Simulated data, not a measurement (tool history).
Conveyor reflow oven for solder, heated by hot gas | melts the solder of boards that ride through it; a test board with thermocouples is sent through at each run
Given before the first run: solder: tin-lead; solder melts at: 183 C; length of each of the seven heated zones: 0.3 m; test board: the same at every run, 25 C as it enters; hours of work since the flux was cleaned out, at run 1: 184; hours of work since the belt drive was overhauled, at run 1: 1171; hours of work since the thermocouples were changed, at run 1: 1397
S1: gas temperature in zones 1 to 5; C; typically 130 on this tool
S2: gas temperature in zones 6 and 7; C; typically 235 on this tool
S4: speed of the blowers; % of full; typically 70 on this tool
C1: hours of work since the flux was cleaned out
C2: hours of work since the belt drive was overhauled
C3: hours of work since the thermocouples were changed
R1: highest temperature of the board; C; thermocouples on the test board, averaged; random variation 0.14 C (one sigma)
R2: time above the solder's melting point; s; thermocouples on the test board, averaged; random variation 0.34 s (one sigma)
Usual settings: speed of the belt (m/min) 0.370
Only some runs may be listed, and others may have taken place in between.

Run 1, day 0.000: usual settings; C1 184; C2 1171; C3 1397. Result: R1 219.6 C, R2 74.2 s.
Run 2, day 1.488: usual settings; C1 202; C2 1189; C3 1414. Result: R1 219.3 C, R2 74.4 s.
At day 2.288: flux residue cleaned out of gas plates and filters.
Run 3, day 3.375: usual settings; C1 13; C2 1209; C3 1434. Result: R1 220.6 C, R2 75.5 s.
At day 5.067: thermocouples of zones 6 and 7 changed.
Run 4, day 6.162: usual settings; C1 45; C2 1241; C3 13. Result: R1 219.0 C, R2 73.5 s.
Run 5, day 8.100: usual settings; C1 68; C2 1264; C3 36. Result: R1 218.8 C, R2 74.2 s.
Run 6, day 10.029: usual settings; C1 91; C2 1287; C3 59. Result: R1 218.8 C, R2 73.1 s.
Run 7, day 11.625: usual settings; C1 110; C2 1305; C3 78. Result: R1 219.0 C, R2 73.3 s.
Run 8, day 13.438: usual settings; C1 131; C2 1327; C3 99. Result: R1 218.8 C, R2 74.1 s.
Run 9, day 15.675: usual settings but speed of the belt (m/min) 0.394; C1 157; C2 1353; C3 126. Result: R1 216.3 C, R2 66.5 s.
Run 10, day 16.954: usual settings but speed of the belt (m/min) 0.394; C1 173; C2 1368; C3 141. Result: R1 216.5 C, R2 66.4 s.
Run 11, day 19.483: usual settings but speed of the belt (m/min) 0.394; C1 202; C2 1398; C3 171. Result: R1 216.3 C, R2 66.8 s.
At day 20.267: flux residue cleaned out of gas plates and filters.
Run 12, day 21.200: usual settings but S1 137 C, S2 242 C, speed of the belt (m/min) 0.419; C1 11; C2 1416; C3 188. Result: R1 222.7 C, R2 70.0 s.
Run 13, day 23.908: usual settings but S1 139 C, S2 250 C, speed of the belt (m/min) 0.427; C1 43; C2 1448; C3 220. Result: R1 229.0 C, R2 74.6 s.
Run 14, day 25.942: usual settings but speed of the belt (m/min) 0.321, S4 76 % of full; C1 67; C2 1472; C3 245. Result: R1 224.4 C, R2 92.6 s.
Run 15, day 27.829: usual settings but S2 242 C; C1 89; C2 1495; C3 267. Result: R1 225.4 C, R2 80.3 s.
Run 16, day 30.392: usual settings but S2 242 C; C1 120; C2 1525; C3 297. Result: R1 225.3 C, R2 81.0 s.
Run 17, day 32.388: usual settings but S1 121 C, S2 228 C; C1 143; C2 1549; C3 321. Result: R1 211.6 C, R2 62.6 s.
Run 18, day 34.212: usual settings but S1 121 C, S2 228 C; C1 165; C2 1570; C3 342. Result: R1 211.4 C, R2 62.8 s.
Run 19, day 36.200: usual settings but S1 121 C, S2 244 C, S4 56 % of full; C1 189; C2 1594; C3 366. Result: R1 221.7 C, R2 72.4 s.
Run 20, day 37.554: usual settings but S1 123 C, S2 237 C, S4 56 % of full; C1 205; C2 1610; C3 382. Result: R1 216.2 C, R2 67.8 s.
At day 38.225: flux residue cleaned out of gas plates and filters.
Run 21, day 40.371: usual settings but S2 244 C; C1 25; C2 1641; C3 413. Result: R1 227.6 C, R2 82.1 s.

What would each run have given without the hidden state, its run-to-run variation left as it was?
Hidden state present: heat that the gas passes to the board, % of a clean oven's; belt's true speed, % of the reading; true gas temperature in zones 6 and 7 over the reading, C; drift of the gauge itself on peak_c, C; drift of the gauge itself on liquid_s, %.
run     R1    R2
  1  218.6  71.2
  2  218.4  71.4
  3  218.5  71.3
  4  218.6  70.9
  5  218.5  71.6
  6  218.7  70.6
  7  218.9  70.8
  8  218.7  71.6
  9  216.4  64.3
 10  216.6  64.3
 11  216.5  64.8
 12  221.6  66.6
 13  228.0  71.2
 14  223.8  88.5
 15  224.7  76.7
 16  224.7  77.4
 17  211.1  59.5
 18  210.9  59.7
 19  221.0  68.9
 20  215.6  64.4
 21  226.4  77.7
